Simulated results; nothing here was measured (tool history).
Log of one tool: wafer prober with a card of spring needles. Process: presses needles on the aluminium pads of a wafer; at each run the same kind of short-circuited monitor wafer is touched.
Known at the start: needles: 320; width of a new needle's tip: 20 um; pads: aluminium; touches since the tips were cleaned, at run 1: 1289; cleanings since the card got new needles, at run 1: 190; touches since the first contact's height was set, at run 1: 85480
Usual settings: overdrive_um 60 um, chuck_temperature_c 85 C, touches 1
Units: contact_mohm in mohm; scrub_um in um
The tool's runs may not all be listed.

run     day  overdrive_um  chuck_temperature_c  touches  touches since the tips were cleaned  cleanings since the card got new needles  touches since the first contact's height was set  contact_mohm  scrub_um
  1       0            60                   85        1                                 1289                                       190                                             85480           269     14.12
      0.129  -- tips cleaned on abrasive film
      0.342  -- tips cleaned on abrasive film
      0.554  -- tips cleaned on abrasive film
      0.767  -- tips cleaned on abrasive film
      0.979  -- tips cleaned on abrasive film
      1.192  -- tips cleaned on abrasive film
  2   1.196            77                   85        1                                   80                                       196                                            104419           249     18.15
      1.367  -- tips cleaned on abrasive film
      1.542  -- tips cleaned on abrasive film
      1.754  -- tips cleaned on abrasive film
      1.967  -- tips cleaned on abrasive film
      2.179  -- tips cleaned on abrasive film
      2.392  -- tips cleaned on abrasive film
      2.604  -- tips cleaned on abrasive film
  3   2.742            60                   85        1                                 2250                                       203                                            128899           280     13.91
      2.788  -- tips cleaned on abrasive film
          3  -- tips cleaned on abrasive film
      3.054  -- height of the first contact set anew
      3.225  -- tips cleaned on abrasive film
      3.438  -- tips cleaned on abrasive film
       3.65  -- tips cleaned on abrasive film
      3.862  -- tips cleaned on abrasive film
      4.075  -- tips cleaned on abrasive film
  4   4.117            60                   85        1                                  655                                       210                                             16820           263     14.45
      4.288  -- tips cleaned on abrasive film
        4.5  -- tips cleaned on abrasive film
      4.712  -- tips cleaned on abrasive film
      4.925  -- tips cleaned on abrasive film
      5.096  -- tips cleaned on abrasive film
        5.3  -- tips cleaned on abrasive film
  5     5.3            60                   85        1                                    0                                       216                                             35511           252     14.48
      5.512  -- tips cleaned on abrasive film
      5.725  -- tips cleaned on abrasive film
      5.938  -- tips cleaned on abrasive film
       6.15  -- tips cleaned on abrasive film
      6.362  -- tips cleaned on abrasive film
      6.575  -- tips cleaned on abrasive film
      6.788  -- tips cleaned on abrasive film
  6   6.792            60                   77        1                                   39                                       223                                             59124           254     14.21
      6.962  -- tips cleaned on abrasive film
      7.175  -- tips cleaned on abrasive film
      7.388  -- tips cleaned on abrasive film
        7.6  -- tips cleaned on abrasive film
      7.812  -- tips cleaned on abrasive film
      8.025  -- tips cleaned on abrasive film
      8.238  -- tips cleaned on abrasive film
  7   8.333            60                   77        1                                 1560                                       230                                             83583           273     14.12
      8.421  -- tips cleaned on abrasive film
      8.633  -- tips cleaned on abrasive film
      8.804  -- tips cleaned on abrasive film
      9.017  -- tips cleaned on abrasive film
      9.229  -- tips cleaned on abrasive film
      9.442  -- tips cleaned on abrasive film
  8   9.571            60                   77        3                                 2043                                       236                                            103141           259     14.27
      9.617  -- tips cleaned on abrasive film
      9.788  -- tips cleaned on abrasive film
         10  -- tips cleaned on abrasive film
     10.212  -- tips cleaned on abrasive film
     10.425  -- tips cleaned on abrasive film
     10.638  -- tips cleaned on abrasive film
      10.85  -- tips cleaned on abrasive film
     11.062  -- tips cleaned on abrasive film
  9  11.083            60                   77        3                                  367                                       244                                            127073           250     13.85
     11.254  -- tips cleaned on abrasive film
     11.467  -- tips cleaned on abrasive film
     11.521  -- height of the first contact set anew
     11.692  -- tips cleaned on abrasive film
     11.904  -- tips cleaned on abrasive film
     12.117  -- tips cleaned on abrasive film
     12.333  -- tips cleaned on abrasive film
     12.546  -- tips cleaned on abrasive film
 10  12.625            60                   77        3                                 1294                                       251                                             17459           250      14.6
     12.754  -- tips cleaned on abrasive film
     12.967  -- tips cleaned on abrasive film
     13.179  -- tips cleaned on abrasive film
      13.35  -- tips cleaned on abrasive film
     13.562  -- tips cleaned on abrasive film
     13.775  -- tips cleaned on abrasive film
     13.988  -- tips cleaned on abrasive film
       14.2  -- tips cleaned on abrasive film
 11  14.312            60                   77        3                                 1799                                       259                                             44179           258     14.28
       14.4  -- tips cleaned on abrasive film
     14.612  -- tips cleaned on abrasive film
     14.825  -- tips cleaned on abrasive film
     15.038  -- tips cleaned on abrasive film
 12  15.042            60                   77        3                                   49                                       263                                             55678           245     14.38
     15.212  -- tips cleaned on abrasive film
     15.425  -- tips cleaned on abrasive film
     15.638  -- tips cleaned on abrasive film
      15.85  -- tips cleaned on abrasive film
     16.062  -- tips cleaned on abrasive film
     16.275  -- tips cleaned on abrasive film
 13  16.408            60                   77        3                                 2146                                       269                                             77360           262     14.21
     16.454  -- tips cleaned on abrasive film
     16.625  -- tips cleaned on abrasive film
     16.838  -- tips cleaned on abrasive film
     17.008  -- tips cleaned on abrasive film
     17.221  -- tips cleaned on abrasive film
     17.392  -- tips cleaned on abrasive film
     17.604  -- tips cleaned on abrasive film
     17.817  -- tips cleaned on abrasive film
 14  17.833            52                   85        2                                  238                                       277                                             99826           256     11.96
     18.004  -- tips cleaned on abrasive film
     18.217  -- tips cleaned on abrasive film
     18.429  -- tips cleaned on abrasive film
     18.642  -- tips cleaned on abrasive film
     18.854  -- tips cleaned on abrasive film
     19.067  -- tips cleaned on abrasive film
     19.238  -- tips cleaned on abrasive film
     19.425  -- tips cleaned on abrasive film
 15  19.425            42                   85        2                                    0                                       285                                            125001           264      9.47
     19.596  -- tips cleaned on abrasive film
     19.808  -- tips cleaned on abrasive film
     19.988  -- height of the first contact set anew
     20.033  -- tips cleaned on abrasive film
     20.246  -- tips cleaned on abrasive film
     20.458  -- tips cleaned on abrasive film
     20.671  -- tips cleaned on abrasive film
     20.879  -- tips cleaned on abrasive film
 16  20.879            76                   85        1                                    0                                       292                                             14044           251     18.54
     21.092  -- tips cleaned on abrasive film
     21.304  -- tips cleaned on abrasive film
     21.517  -- tips cleaned on abrasive film
     21.688  -- tips cleaned on abrasive film
 17   21.75            41                   28        3                                 1017                                       296                                             27858           255      9.95
     21.879  -- tips cleaned on abrasive film
     22.092  -- tips cleaned on abrasive film
     22.304  -- tips cleaned on abrasive film
 18  22.467            43                   28        2                                 2607                                       299                                             39221           292     10.14
     22.512  -- tips cleaned on abrasive film
     22.725  -- tips cleaned on abrasive film
     22.938  -- tips cleaned on abrasive film
      23.15  -- tips cleaned on abrasive film
 19  23.267            43                   78        2                                 1896                                       303                                             51893           298     10.15
     23.354  -- tips cleaned on abrasive film
     23.567  -- tips cleaned on abrasive film
     23.779  -- tips cleaned on abrasive film
      23.95  -- tips cleaned on abrasive film
     24.162  -- tips cleaned on abrasive film
     24.375  -- tips cleaned on abrasive film
     24.546  -- tips cleaned on abrasive film
     24.758  -- tips cleaned on abrasive film
     25.258  -- card fitted with new needles
 20  25.271            43                   78        2                                  181                                         0                                               181           249     10.47
     25.442  -- tips cleaned on abrasive film
     25.654  -- tips cleaned on abrasive film
     25.867  -- tips cleaned on abrasive film
     26.079  -- tips cleaned on abrasive film
     26.292  -- tips cleaned on abrasive film
     26.504  -- tips cleaned on abrasive film
     26.717  -- tips cleaned on abrasive film
     26.888  -- tips cleaned on abrasive film
 21  26.892            43                   78        2                                   59                                         8                                             25835           252     10.21

Forecast each of these 3 alternatives for the next run:
     27.062  -- tips cleaned on abrasive film
     27.275  -- tips cleaned on abrasive film
     27.488  -- tips cleaned on abrasive film
       27.7  -- tips cleaned on abrasive film
  A  27.762            74                   35        2                                 1019                                        12                                             39660             ?         ?
     27.062  -- tips cleaned on abrasive film
     27.275  -- tips cleaned on abrasive film
     27.488  -- tips cleaned on abrasive film
       27.7  -- tips cleaned on abrasive film
  B  27.762            47                   78        2                                 1019                                        12                                             39660             ?         ?
     27.062  -- tips cleaned on abrasive film
     27.275  -- tips cleaned on abrasive film
     27.488  -- tips cleaned on abrasive film
       27.7  -- tips cleaned on abrasive film
  C  27.762            66                   64        2                                 1019                                        12                                             39660             ?         ?

run  contact_mohm  scrub_um
  A           241     17.74
  B           261     11.31
  C           253     15.86
Without the tool's hidden state the same runs would have given:
run  contact_mohm  scrub_um
  A           235     17.96
  B           248     11.54
  C           246     16.09
